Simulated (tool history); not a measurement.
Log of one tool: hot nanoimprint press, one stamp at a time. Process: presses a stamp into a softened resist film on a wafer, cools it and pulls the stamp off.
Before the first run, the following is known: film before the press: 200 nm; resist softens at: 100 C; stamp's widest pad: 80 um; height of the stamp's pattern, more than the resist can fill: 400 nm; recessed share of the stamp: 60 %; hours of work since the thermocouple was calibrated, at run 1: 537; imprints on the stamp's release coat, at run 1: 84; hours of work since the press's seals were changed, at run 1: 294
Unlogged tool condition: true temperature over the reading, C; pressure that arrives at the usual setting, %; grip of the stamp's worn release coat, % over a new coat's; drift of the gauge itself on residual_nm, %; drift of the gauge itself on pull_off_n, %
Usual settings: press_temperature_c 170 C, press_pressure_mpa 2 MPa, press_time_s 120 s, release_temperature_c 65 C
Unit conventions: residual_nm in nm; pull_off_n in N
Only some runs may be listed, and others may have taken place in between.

run	day	press_temperature_c	press_pressure_mpa	press_time_s	release_temperature_c	hours of work since the thermocouple was calibrated	imprints on the stamp's release coat	hours of work since the press's seals were changed	residual_nm	pull_off_n
1	0	170	2	120	65	537	84	294	73	107
# day 0.679: plate thermocouple calibrated
2	0.929	170	2	120	65	4	143	308	79.3	112
3	2.479	170	2	120	65	30	258	334	79	110
4	4.071	170	2	120	65	57	376	361	79.6	122
5	5.625	170	2	120	65	84	491	387	78.6	121
6	6.817	170	2	120	65	104	580	408	78.3	121
7	7.65	178	2	69	65	118	641	422	72.8	120
8	8.583	178	2	69	65	134	711	437	73	121
9	9.642	170	2	138	65	152	789	455	74.4	130
10	10.754	170	1.41	138	65	171	871	474	89.7	125
11	11.45	170	1.41	138	65	182	923	486	90.6	132

Below are 4 alternative next runs, each starting from the tool's condition after run 11. Predict each:
A	12.333	174	1.38	142	65	197	988	501	?	?
B	12.333	170	1.71	177	65	197	988	501	?	?
C	12.333	170	1.41	138	59	197	988	501	?	?
D	12.333	170	2.62	120	71	197	988	501	?	?

run	residual_nm	pull_off_n
A	78.3	131
B	75	125
C	90.9	138
D	67.1	120
Had the tool no hidden state, the same runs would have come out as:
run	residual_nm	pull_off_n
A	78.7	108
B	75.2	102
C	91.4	113
D	66.7	99
